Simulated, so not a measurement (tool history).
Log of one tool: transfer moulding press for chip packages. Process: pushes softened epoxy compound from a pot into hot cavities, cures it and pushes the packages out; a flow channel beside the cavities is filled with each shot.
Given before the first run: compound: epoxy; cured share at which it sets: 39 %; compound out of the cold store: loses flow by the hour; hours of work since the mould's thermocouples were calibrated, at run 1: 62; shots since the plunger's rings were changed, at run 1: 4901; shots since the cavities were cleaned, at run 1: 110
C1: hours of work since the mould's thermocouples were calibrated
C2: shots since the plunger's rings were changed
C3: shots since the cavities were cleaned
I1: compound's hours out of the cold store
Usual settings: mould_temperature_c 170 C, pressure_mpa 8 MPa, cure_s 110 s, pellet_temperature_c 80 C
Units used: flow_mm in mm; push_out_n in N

run 1 hour=0 | mould_temperature_c=170 pressure_mpa=8 cure_s=110 pellet_temperature_c=80 | C1=62 C2=4901 C3=110 | I1=13.7 | flow_mm=986 push_out_n=517
run 2 hour=12 | mould_temperature_c=170 pressure_mpa=8 cure_s=110 pellet_temperature_c=80 | C1=68 C2=5020 C3=229 | I1=38.4 | flow_mm=936 push_out_n=561
run 3 hour=18.7 | mould_temperature_c=170 pressure_mpa=8 cure_s=97 pellet_temperature_c=80 | C1=72 C2=5086 C3=295 | I1=29.6 | flow_mm=952 push_out_n=710
run 4 hour=27.4 | mould_temperature_c=170 pressure_mpa=8 cure_s=110 pellet_temperature_c=87 | C1=77 C2=5172 C3=381 | I1=31.8 | flow_mm=948 push_out_n=627
run 5 hour=38.2 | mould_temperature_c=170 pressure_mpa=8 cure_s=110 pellet_temperature_c=87 | C1=83 C2=5279 C3=488 | I1=35.5 | flow_mm=939 push_out_n=639
-- hour=50 cavities cleaned with cleaning compound and waxed
run 6 hour=50.1 | mould_temperature_c=170 pressure_mpa=8 cure_s=110 pellet_temperature_c=87 | C1=88 C2=5382 C3=1 | I1=32.8 | flow_mm=946 push_out_n=469
-- hour=63.5 plunger's sealing rings changed
run 7 hour=65.4 | mould_temperature_c=170 pressure_mpa=8 cure_s=110 pellet_temperature_c=87 | C1=95 C2=19 C3=128 | I1=25.7 | flow_mm=993 push_out_n=523
run 8 hour=72.7 | mould_temperature_c=170 pressure_mpa=8 cure_s=142 pellet_temperature_c=80 | C1=99 C2=91 C3=200 | I1=45.9 | flow_mm=954 push_out_n=497
run 9 hour=84.2 | mould_temperature_c=170 pressure_mpa=8 cure_s=142 pellet_temperature_c=80 | C1=106 C2=205 C3=314 | I1=34.7 | flow_mm=976 push_out_n=533
run 10 hour=94.3 | mould_temperature_c=170 pressure_mpa=8 cure_s=99 pellet_temperature_c=80 | C1=111 C2=304 C3=413 | I1=45.4 | flow_mm=957 push_out_n=730
run 11 hour=99.7 | mould_temperature_c=170 pressure_mpa=8 cure_s=139 pellet_temperature_c=80 | C1=114 C2=358 C3=467 | I1=35.4 | flow_mm=974 push_out_n=548
run 12 hour=107 | mould_temperature_c=176 pressure_mpa=8 cure_s=110 pellet_temperature_c=80 | C1=118 C2=430 C3=539 | I1=43.8 | flow_mm=944 push_out_n=561
-- hour=113.7 cavities cleaned with cleaning compound and waxed
run 13 hour=118.4 | mould_temperature_c=176 pressure_mpa=8 cure_s=110 pellet_temperature_c=80 | C1=124 C2=528 C3=47 | I1=12.7 | flow_mm=1002 push_out_n=440
run 14 hour=124.4 | mould_temperature_c=176 pressure_mpa=8 cure_s=110 pellet_temperature_c=79 | C1=127 C2=588 C3=107 | I1=36.3 | flow_mm=956 push_out_n=470
run 15 hour=137.4 | mould_temperature_c=170 pressure_mpa=6.94 cure_s=122 pellet_temperature_c=80 | C1=134 C2=716 C3=235 | I1=8.2 | flow_mm=956 push_out_n=515
run 16 hour=145.7 | mould_temperature_c=170 pressure_mpa=6.95 cure_s=104 pellet_temperature_c=80 | C1=139 C2=798 C3=317 | I1=43.3 | flow_mm=891 push_out_n=662
run 17 hour=155 | mould_temperature_c=170 pressure_mpa=6.95 cure_s=117 pellet_temperature_c=76 | C1=144 C2=891 C3=410 | I1=47.5 | flow_mm=882 push_out_n=580
run 18 hour=165.3 | mould_temperature_c=170 pressure_mpa=7.83 cure_s=110 pellet_temperature_c=77 | C1=150 C2=992 C3=511 | I1=33 | flow_mm=964 push_out_n=639
run 19 hour=172.6 | mould_temperature_c=170 pressure_mpa=7.86 cure_s=110 pellet_temperature_c=90 | C1=154 C2=1065 C3=584 | I1=18.4 | flow_mm=993 push_out_n=656
-- hour=175.3 cavities cleaned with cleaning compound and waxed
run 20 hour=179.6 | mould_temperature_c=170 pressure_mpa=7.86 cure_s=110 pellet_temperature_c=90 | C1=157 C2=1119 C3=42 | I1=47.2 | flow_mm=936 push_out_n=502
run 21 hour=191.6 | mould_temperature_c=165 pressure_mpa=8 cure_s=108 pellet_temperature_c=80 | C1=163 C2=1237 C3=160 | I1=25.6 | flow_mm=1000 push_out_n=749

For run 22, what comes out?
run 22 hour=196.9 | mould_temperature_c=177 pressure_mpa=8 cure_s=94 pellet_temperature_c=79 | C1=166 C2=1290 C3=213 | I1=40.3 | flow_mm=? push_out_n=?

flow_mm: 941 mm
push_out_n: 530 N
With the hidden condition absent and the run-to-run variation left alone, this run would have shown flow_mm 950 mm, push_out_n 431 N.
